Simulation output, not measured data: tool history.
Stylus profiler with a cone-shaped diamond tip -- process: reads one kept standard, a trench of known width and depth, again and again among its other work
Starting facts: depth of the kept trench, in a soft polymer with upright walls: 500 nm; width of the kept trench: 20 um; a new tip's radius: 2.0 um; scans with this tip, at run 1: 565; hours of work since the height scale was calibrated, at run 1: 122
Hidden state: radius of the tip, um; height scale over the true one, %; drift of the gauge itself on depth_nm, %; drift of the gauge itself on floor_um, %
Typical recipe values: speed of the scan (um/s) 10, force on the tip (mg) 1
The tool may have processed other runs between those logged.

run,hour,speed of the scan (um/s),force on the tip (mg),scans with this tip,hours of work since the height scale was calibrated,depth of the trench (Å),width of the trench's floor (µm)
1,0,10,1,565,122,5032.4,17.26
2,12.4,4,1,595,128,5032.7,17.25
3,25.3,10,1,626,135,5032.4,17.23
4,42.7,10,1,668,144,5033.6,17.2
5,57,13,1,702,152,5031.1,17.2
6,64.6,13,1,721,156,5033.5,17.19
7,77.3,13,1,751,162,5032.9,17.2
8,87.8,13,1,777,168,5030.7,17.23
9,96.4,17,1,798,172,5028.5,17.15
10,104.8,9,1,818,177,5029.8,17.25
11,114.5,9,1,841,182,5030.6,17.21
12,131.4,10,1,882,190,5031,17.17
# hour 132.9: height scale calibrated on a step standard
13,140,10,1.7,901,4,5042.6,17.22
14,148.2,10,2.31,921,8,5055.4,17.23
15,165.5,10,2.31,963,17,5052.8,17.27
16,174.7,2,1,985,22,5029.4,17.26
17,187.1,20,1,1015,28,5026.8,17.07
18,196.5,20,1,1037,33,5030.6,17.1
19,213.5,2,1,1079,42,5027,17.27
# hour 220.1: height scale calibrated on a step standard, once more
20,229.9,20,1,1117,5,5032.5,17.14
21,246.1,20,1,1156,14,5034.2,17.08
22,262.1,20,1,1194,22,5034.2,17.11
23,270.2,20,1,1214,26,5032.1,17.07
24,284.9,18,1.06,1249,34,5034.5,17.14
25,298.3,18,2.47,1282,41,5061.1,17.13
26,306.2,32,1.35,1301,45,5039.4,17
27,323.6,8,1.6,1343,54,5045.4,17.18
28,331.4,11,2.89,1361,58,5066.2,17.2
29,347.1,11,2.89,1399,66,5064.1,17.17
30,356.3,5,0.61,1422,71,5024.9,17.21
31,373.5,10,1.8,1463,80,5046.3,17.2
32,385.1,18,0.35,1491,86,5016.4,16.99
33,398.6,8,0.43,1523,93,5019.6,17.12
34,406.2,8,0.43,1542,97,5020.1,17.14
35,416.6,6,0.64,1567,102,5025,17.17
36,424.4,3,1,1585,106,5033,17.23
37,439.9,3,2.81,1623,114,5063.3,17.25
38,451.2,10,1.56,1650,120,5044.3,17.14
39,466.2,10,2.5,1686,128,5061.1,17.21
40,480.5,38,1.63,1721,135,5042.5,16.97
41,488.9,38,1.63,1741,140,5046.9,16.97
42,498.4,14,2.54,1764,145,5057.5,17.12
43,505.9,3,0.86,1782,149,5030.3,17.17
44,513.6,28,1.97,1801,153,5052,17.03
45,522,28,1.97,1821,157,5049.6,17.07

Hidden state or all else? Some run-to-run changes of depth of the trench (Å), split into what the settings, what came in and random variation would give without the hidden state, and what is left for the hidden state (with any gauge scatter that isn't in both results):
Run 12 -> 13: force on the tip (mg) 1 -> 1.7, height scale calibrated on a step standard. depth of the trench (Å) +11.6: hidden state -0.9, all else +12.5.
Run 19 -> 20: speed of the scan (um/s) 2 -> 20, height scale calibrated on a step standard, once more. depth of the trench (Å) +5.5: hidden state +5.3, all else +0.2.
Run 21 -> 22: settings left as they were, no log entry in between. depth of the trench (Å) +0: hidden state -0.3, all else +0.3.
Run 29 -> 30: speed of the scan (um/s) 11 -> 5, force on the tip (mg) 2.89 -> 0.61. depth of the trench (Å) -39.2: hidden state -0.1, all else -39.1.
Run 31 -> 32: speed of the scan (um/s) 10 -> 18, force on the tip (mg) 1.8 -> 0.35. depth of the trench (Å) -29.9: hidden state -0.1, all else -29.8.
Run 36 -> 37: force on the tip (mg) 1 -> 2.81. depth of the trench (Å) +30.3: hidden state -0.1, all else +30.4.

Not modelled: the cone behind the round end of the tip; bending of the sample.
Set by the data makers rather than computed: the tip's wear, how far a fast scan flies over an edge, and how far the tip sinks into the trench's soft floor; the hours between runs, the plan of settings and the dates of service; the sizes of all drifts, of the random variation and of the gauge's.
